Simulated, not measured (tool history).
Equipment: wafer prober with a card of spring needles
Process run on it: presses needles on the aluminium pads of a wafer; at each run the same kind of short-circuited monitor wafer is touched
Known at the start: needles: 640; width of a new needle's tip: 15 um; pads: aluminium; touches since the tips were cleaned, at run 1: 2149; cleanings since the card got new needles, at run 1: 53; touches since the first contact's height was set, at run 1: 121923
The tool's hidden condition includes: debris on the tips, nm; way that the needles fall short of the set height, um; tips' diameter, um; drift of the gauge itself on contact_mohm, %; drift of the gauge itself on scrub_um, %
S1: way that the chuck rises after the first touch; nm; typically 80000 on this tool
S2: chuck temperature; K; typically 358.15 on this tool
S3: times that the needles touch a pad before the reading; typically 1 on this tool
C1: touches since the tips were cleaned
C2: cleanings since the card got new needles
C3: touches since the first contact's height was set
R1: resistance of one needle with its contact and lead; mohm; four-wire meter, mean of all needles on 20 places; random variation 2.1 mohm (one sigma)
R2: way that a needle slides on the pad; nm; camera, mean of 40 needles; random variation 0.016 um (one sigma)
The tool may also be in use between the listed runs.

run	hour	S1	S2	S3	C1	C2	C3	R1	R2
1	0	80000	358.15	1	2149	53	121923	262	16700
# hour 11.9: tips cleaned on abrasive film
2	13.8	96000	358.15	1	1126	54	130035	260	19980
# hour 27.3: tips cleaned on abrasive film
3	30	96000	358.15	1	1592	55	139552	245	19930
# hour 31.8: height of the first contact set anew
# hour 42.4: tips cleaned on abrasive film
4	53.1	80000	358.15	2	6320	56	12512	252	16930
# hour 58: tips cleaned on abrasive film
5	66.6	80000	358.15	1	5110	57	20454	270	16920
# hour 73.2: tips cleaned on abrasive film
6	78.6	68000	358.15	1	3222	58	27524	280	14340
# hour 89.3: tips cleaned on abrasive film
7	97.9	68000	358.15	1	5084	59	38864	284	14300
# hour 105: tips cleaned on abrasive film
# hour 120.2: tips cleaned on abrasive film
8	120.2	68000	358.15	1	0	61	51932	245	14280
9	131.1	68000	358.15	1	6443	61	58375	283	14290
# hour 135.4: tips cleaned on abrasive film
10	147	80000	323.15	1	6881	62	67761	262	16810
# hour 150: tips cleaned on abrasive film
# hour 151.4: tips cleaned on abrasive film, once more
# hour 166.6: tips cleaned on abrasive film
11	169.3	80000	323.15	1	1635	65	80784	249	16760
# hour 181.6: tips cleaned on abrasive film
12	183.4	92000	323.15	1	1100	66	89071	237	19270
# hour 197.1: tips cleaned on abrasive film
13	198.9	92000	323.15	1	1069	67	98167	238	19250
14	211.2	73000	358.15	1	8353	67	105451	279	15230
# hour 212.5: tips cleaned on abrasive film
# hour 228.7: tips cleaned on abrasive film
15	230.3	73000	358.15	1	931	69	116621	261	15200
16	242.1	73000	358.15	1	7917	69	123607	279	15210
# hour 244.1: tips cleaned on abrasive film
17	255.1	73000	358.15	1	6461	70	131240	278	15140
# hour 259.2: tips cleaned on abrasive film
18	269.1	69000	360.15	1	5838	71	139480	284	14300
# hour 271.3: height of the first contact set anew
# hour 274.6: tips cleaned on abrasive film
19	288.2	69000	360.15	1	8057	72	9939	283	14600
# hour 289.7: tips cleaned on abrasive film
# hour 304.3: tips cleaned on abrasive film
20	304.3	80000	358.15	2	0	74	19349	233	16890
# hour 319.4: tips cleaned on abrasive film
21	324.1	89000	357.15	2	2769	75	30985	247	18770
# hour 334.5: tips cleaned on abrasive film
22	336.2	80000	358.15	1	979	76	38073	254	16850
# hour 349.2: tips cleaned on abrasive film
23	351.6	96000	361.15	2	1391	77	47149	238	20210
# hour 364.2: tips cleaned on abrasive film
24	374.9	65000	361.15	2	6337	78	60879	271	13640
# hour 379.3: tips cleaned on abrasive film
25	384.9	74000	299.15	1	3318	79	66758	263	15520
# hour 394.6: tips cleaned on abrasive film
26	399.1	84000	358.15	1	2648	80	75101	263	17630
# hour 409.9: tips cleaned on abrasive film
27	421.2	62000	323.15	1	6723	81	88128	296	12910
# hour 425.8: tips cleaned on abrasive film
28	436.8	81000	301.15	1	6498	82	97288	256	16900
# hour 440.4: tips cleaned on abrasive film
# hour 455.9: tips cleaned on abrasive film
29	455.9	93000	358.15	3	0	84	108444	232	19410
# hour 472.2: tips cleaned on abrasive film
30	474.1	90000	324.15	2	1153	85	119212	235	18800
# hour 487.1: tips cleaned on abrasive film
31	489.1	83000	328.15	2	1201	86	128022	238	17290

3 ways to go on from here, each from the tool as it stands after run 31. What would each give?
# hour 502.9: tips cleaned on abrasive film
A	508.4	60000	308.15	2	3263	87	139361	?	?
# hour 502.9: tips cleaned on abrasive film
B	508.4	83000	328.15	1	3263	87	139361	?	?
# hour 502.9: tips cleaned on abrasive film
C	508.4	80000	358.15	3	3263	87	139361	?	?

run	R1	R2
A	267	12390
B	262	17260
C	246	16590
Stripped of hidden state, with their random variation kept, the same runs would have yielded:
run	R1	R2
A	225	12720
B	225	17580
C	230	16920
